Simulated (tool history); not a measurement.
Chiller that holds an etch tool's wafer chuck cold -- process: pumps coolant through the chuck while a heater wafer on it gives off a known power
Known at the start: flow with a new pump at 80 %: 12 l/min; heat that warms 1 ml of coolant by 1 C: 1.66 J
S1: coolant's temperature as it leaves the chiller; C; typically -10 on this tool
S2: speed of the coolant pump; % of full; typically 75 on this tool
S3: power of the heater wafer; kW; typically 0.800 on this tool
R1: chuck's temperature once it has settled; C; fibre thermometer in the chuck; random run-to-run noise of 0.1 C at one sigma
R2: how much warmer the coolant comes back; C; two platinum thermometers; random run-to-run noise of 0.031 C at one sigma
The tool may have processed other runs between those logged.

run	hour	S1	S2	S3	R1	R2
1	0.0	-10	75	0.800	-4.6	2.60
2	49.3	-10	75	1.192	-1.9	3.87
3	78.3	-10	79	1.192	-2.2	3.61
4	127.6	-10	75	1.064	-2.8	3.40
5	157.7	-10	75	0.800	-4.7	2.55
6	184.3	-10	75	0.800	-4.5	2.61
7	212.7	-10	75	0.800	-4.6	2.57
8	255.9	-10	75	0.800	-4.5	2.53
9	307.3	-10	75	0.800	-4.8	2.50
10	336.4	-10	75	0.800	-4.7	2.56
11	370.2	-10	75	0.800	-4.5	2.51
12	420.9	-10	75	0.800	-4.6	2.45
13	462.3	-10	75	0.800	-4.7	2.46
14	488.5	-10	75	0.800	-4.7	2.47
15	533.5	-10	75	0.800	-4.5	2.45
16	565.5	-10	75	0.800	-4.5	2.44
17	588.3	-10	96	1.100	-3.8	2.56
18	640.1	-19	83	1.004	-12.5	2.76
19	663.0	-10	83	0.632	-6.1	1.58
# hour 691.9: gauge calibrated
20	703.6	-10	83	0.632	-6.1	1.82
21	745.4	-10	91	1.110	-3.5	2.82
22	778.0	-16	64	0.775	-10.1	3.00
23	812.3	-10	69	0.751	-4.6	2.68
24	861.6	-4	91	1.089	2.4	2.82
25	909.3	-4	91	1.089	2.4	2.81
26	950.3	-12	91	1.083	-5.6	2.72
27	975.3	-13	64	0.910	-6.1	3.48
28	1009.3	-12	99	0.662	-8.2	1.45
29	1045.4	-15	99	1.066	-9.1	2.40
30	1069.6	-10	75	0.650	-5.6	2.03
31	1103.6	-10	75	0.650	-5.8	2.01
32	1128.2	-10	71	0.800	-4.4	2.62

4 options for the next run, each taken on its own from the tool as it stands now. Forecast them:
A	1161.2	-10	79	0.800	?	?
B	1161.2	-10	66	0.800	?	?
C	1161.2	0	87	0.962	?	?
D	1161.2	-11	75	0.800	?	?

run	R1	R2
A	-4.9	2.32
B	-4.1	2.91
C	5.8	2.55
D	-5.6	2.46
Stripped of hidden state, with their random variation kept, the same runs would have yielded:
run	R1	R2
A	-5.0	2.43
B	-4.2	3.02
C	5.8	2.66
D	-5.6	2.57
